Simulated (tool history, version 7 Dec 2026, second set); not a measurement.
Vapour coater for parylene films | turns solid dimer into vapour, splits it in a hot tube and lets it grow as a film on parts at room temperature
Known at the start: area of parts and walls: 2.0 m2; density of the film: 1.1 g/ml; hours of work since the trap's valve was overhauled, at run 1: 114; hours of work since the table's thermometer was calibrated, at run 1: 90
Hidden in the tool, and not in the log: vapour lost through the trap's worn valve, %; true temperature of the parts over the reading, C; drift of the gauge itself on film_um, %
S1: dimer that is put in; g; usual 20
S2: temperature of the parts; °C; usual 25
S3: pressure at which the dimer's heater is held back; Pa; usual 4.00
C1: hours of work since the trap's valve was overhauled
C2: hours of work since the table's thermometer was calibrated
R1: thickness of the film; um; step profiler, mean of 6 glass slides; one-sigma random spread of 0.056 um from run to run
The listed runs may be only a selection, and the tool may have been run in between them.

run 1 day=0.000 | S1=20 S2=25 S3=4.00 | C1=114 C2=90 | R1=6.43
run 2 day=0.708 | S1=20 S2=25 S3=4.00 | C1=128 C2=104 | R1=6.37
run 3 day=2.004 | S1=20 S2=25 S3=7.32 | C1=154 C2=130 | R1=5.58
run 4 day=2.992 | S1=20 S2=31 S3=4.00 | C1=174 C2=150 | R1=4.97
run 5 day=3.704 | S1=20 S2=30 S3=4.00 | C1=189 C2=164 | R1=5.18
run 6 day=5.054 | S1=24 S2=25 S3=4.00 | C1=216 C2=192 | R1=7.53
run 7 day=5.725 | S1=20 S2=27 S3=4.00 | C1=230 C2=205 | R1=5.82
run 8 day=6.779 | S1=35 S2=25 S3=4.00 | C1=251 C2=227 | R1=10.88
run 9 day=7.650 | S1=35 S2=25 S3=4.00 | C1=268 C2=244 | R1=10.98
run 10 day=8.608 | S1=34 S2=25 S3=4.00 | C1=288 C2=263 | R1=10.49
run 11 day=9.788 | S1=20 S2=25 S3=10.12 | C1=312 C2=287 | R1=4.94
run 12 day=10.958 | S1=20 S2=25 S3=10.12 | C1=335 C2=311 | R1=4.83
run 13 day=11.854 | S1=20 S2=25 S3=10.12 | C1=353 C2=329 | R1=4.80
run 14 day=12.800 | S1=20 S2=25 S3=2.36 | C1=372 C2=348 | R1=7.02
run 15 day=13.688 | S1=20 S2=25 S3=10.68 | C1=390 C2=366 | R1=4.69
-- day=14.696 trap's valve overhauled
run 16 day=15.146 | S1=20 S2=25 S3=10.68 | C1=9 C2=392 | R1=5.19
run 17 day=16.433 | S1=20 S2=36 S3=10.68 | C1=35 C2=418 | R1=3.29
run 18 day=17.025 | S1=20 S2=25 S3=4.00 | C1=47 C2=430 | R1=6.63
run 19 day=18.204 | S1=20 S2=25 S3=4.00 | C1=71 C2=454 | R1=6.68
run 20 day=19.129 | S1=20 S2=25 S3=4.00 | C1=90 C2=473 | R1=6.53
run 21 day=20.421 | S1=20 S2=25 S3=4.00 | C1=116 C2=499 | R1=6.36
run 22 day=21.688 | S1=20 S2=25 S3=4.00 | C1=141 C2=524 | R1=6.53
run 23 day=22.929 | S1=20 S2=25 S3=4.00 | C1=166 C2=549 | R1=6.52
run 24 day=24.071 | S1=12 S2=31 S3=10.39 | C1=189 C2=572 | R1=2.39
run 25 day=24.992 | S1=12 S2=31 S3=10.39 | C1=208 C2=591 | R1=2.36
run 26 day=25.879 | S1=12 S2=31 S3=10.39 | C1=226 C2=609 | R1=2.35
-- day=26.008 table's thermometer calibrated
run 27 day=26.538 | S1=12 S2=31 S3=10.39 | C1=238 C2=11 | R1=2.43
run 28 day=27.850 | S1=20 S2=27 S3=4.00 | C1=265 C2=37 | R1=5.89
run 29 day=28.429 | S1=17 S2=27 S3=4.00 | C1=276 C2=49 | R1=4.99
run 30 day=29.825 | S1=17 S2=27 S3=4.00 | C1=305 C2=77 | R1=4.94
run 31 day=30.617 | S1=21 S2=18 S3=4.00 | C1=321 C2=93 | R1=8.62
run 32 day=31.192 | S1=19 S2=24 S3=4.32 | C1=332 C2=105 | R1=6.13
run 33 day=32.312 | S1=19 S2=31 S3=4.32 | C1=355 C2=127 | R1=4.52
run 34 day=33.050 | S1=19 S2=26 S3=4.00 | C1=370 C2=142 | R1=5.61
-- day=33.404 table's thermometer calibrated, once more
run 35 day=34.342 | S1=19 S2=26 S3=4.00 | C1=395 C2=19 | R1=5.40
-- day=35.125 trap's valve overhauled
run 36 day=35.362 | S1=19 S2=26 S3=4.00 | C1=5 C2=36 | R1=6.00
run 37 day=36.008 | S1=19 S2=26 S3=4.00 | C1=18 C2=49 | R1=5.87
run 38 day=36.579 | S1=15 S2=21 S3=5.75 | C1=29 C2=61 | R1=5.24
run 39 day=37.283 | S1=20 S2=26 S3=8.82 | C1=44 C2=75 | R1=5.07
run 40 day=38.450 | S1=25 S2=34 S3=8.82 | C1=67 C2=99 | R1=4.58
run 41 day=39.304 | S1=20 S2=25 S3=3.25 | C1=84 C2=116 | R1=6.72
run 42 day=40.304 | S1=19 S2=25 S3=2.67 | C1=105 C2=136 | R1=6.67
run 43 day=41.312 | S1=10 S2=23 S3=4.96 | C1=125 C2=156 | R1=3.25
run 44 day=42.154 | S1=20 S2=20 S3=4.08 | C1=142 C2=173 | R1=7.64
run 45 day=43.200 | S1=20 S2=20 S3=4.08 | C1=163 C2=194 | R1=7.80

Below are 5 alternative next runs, each starting from the tool's condition after run 45. Predict each:
run A day=44.462 | S1=20 S2=21 S3=4.00 | C1=189 C2=220 | R1=?
run B day=44.462 | S1=18 S2=18 S3=7.05 | C1=189 C2=220 | R1=?
run C day=44.462 | S1=11 S2=30 S3=3.86 | C1=189 C2=220 | R1=?
run D day=44.462 | S1=23 S2=25 S3=2.60 | C1=189 C2=220 | R1=?
run E day=44.462 | S1=13 S2=25 S3=2.01 | C1=189 C2=220 | R1=?

run=A R1=7.29
run=B R1=6.57
run=C R1=2.78
run=D R1=8.17
run=E R1=4.76
Take away the tool's hidden state, keep each run's random variation, and the runs would have read:
run=A R1=7.62
run=B R1=6.86
run=C R1=2.91
run=D R1=8.53
run=E R1=4.97
